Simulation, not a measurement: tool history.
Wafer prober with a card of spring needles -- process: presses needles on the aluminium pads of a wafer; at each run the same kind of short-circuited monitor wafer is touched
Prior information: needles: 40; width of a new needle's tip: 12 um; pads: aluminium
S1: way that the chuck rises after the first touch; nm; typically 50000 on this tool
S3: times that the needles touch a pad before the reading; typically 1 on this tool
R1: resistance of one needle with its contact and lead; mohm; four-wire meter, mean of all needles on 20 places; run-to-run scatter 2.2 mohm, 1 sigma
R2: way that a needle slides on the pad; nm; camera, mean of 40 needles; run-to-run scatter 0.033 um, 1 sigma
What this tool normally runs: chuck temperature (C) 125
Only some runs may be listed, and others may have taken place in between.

run 1 hour=0.0 | S1=50000 chuck_temperature_(C)=125 S3=1 | R1=344 R2=12470
-- hour=5.9 tips cleaned on abrasive film
run 2 hour=8.7 | S1=50000 chuck_temperature_(C)=125 S3=1 | R1=296 R2=12380
run 3 hour=15.9 | S1=50000 chuck_temperature_(C)=42 S3=1 | R1=338 R2=12450
-- hour=20.2 tips cleaned on abrasive film
run 4 hour=20.9 | S1=50000 chuck_temperature_(C)=42 S3=1 | R1=246 R2=12460
run 5 hour=31.0 | S1=63000 chuck_temperature_(C)=125 S3=1 | R1=304 R2=15680
-- hour=34.1 tips cleaned on abrasive film
run 6 hour=41.2 | S1=63000 chuck_temperature_(C)=125 S3=2 | R1=276 R2=15710
-- hour=48.8 tips cleaned on abrasive film
run 7 hour=49.1 | S1=50000 chuck_temperature_(C)=125 S3=1 | R1=255 R2=12450
run 8 hour=57.0 | S1=50000 chuck_temperature_(C)=125 S3=1 | R1=341 R2=12480
run 9 hour=62.5 | S1=50000 chuck_temperature_(C)=125 S3=1 | R1=355 R2=12370
-- hour=63.7 tips cleaned on abrasive film
run 10 hour=73.1 | S1=45000 chuck_temperature_(C)=82 S3=2 | R1=309 R2=11150
-- hour=78.3 tips cleaned on abrasive film
run 11 hour=79.2 | S1=33000 chuck_temperature_(C)=82 S3=2 | R1=280 R2=8110
run 12 hour=87.9 | S1=33000 chuck_temperature_(C)=37 S3=2 | R1=383 R2=8140
-- hour=92.9 tips cleaned on abrasive film
run 13 hour=92.9 | S1=50000 chuck_temperature_(C)=82 S3=1 | R1=242 R2=12320
run 14 hour=103.6 | S1=50000 chuck_temperature_(C)=82 S3=1 | R1=343 R2=12340
-- hour=107.7 tips cleaned on abrasive film
run 15 hour=115.5 | S1=50000 chuck_temperature_(C)=46 S3=1 | R1=326 R2=12380
-- hour=122.3 tips cleaned on abrasive film
run 16 hour=123.2 | S1=38000 chuck_temperature_(C)=64 S3=2 | R1=267 R2=9320
run 17 hour=133.3 | S1=34000 chuck_temperature_(C)=53 S3=1 | R1=479 R2=8380
-- hour=136.7 tips cleaned on abrasive film
run 18 hour=138.4 | S1=34000 chuck_temperature_(C)=53 S3=1 | R1=322 R2=8360

4 ways to go on from here, each from the tool as it stands after run 18. What would each give?
run A hour=145.5 | S1=34000 chuck_temperature_(C)=31 S3=2 | R1=? R2=?
run B hour=145.5 | S1=33000 chuck_temperature_(C)=25 S3=1 | R1=? R2=?
run C hour=145.5 | S1=35000 chuck_temperature_(C)=87 S3=2 | R1=? R2=?
run D hour=145.5 | S1=34000 chuck_temperature_(C)=64 S3=1 | R1=? R2=?

run=A R1=373 R2=8320
run=B R1=475 R2=8110
run=C R1=360 R2=8620
run=D R1=453 R2=8360
Without the tool's hidden state the same runs would have given:
run=A R1=233 R2=8510
run=B R1=228 R2=8290
run=C R1=241 R2=8810
run=D R1=236 R2=8550
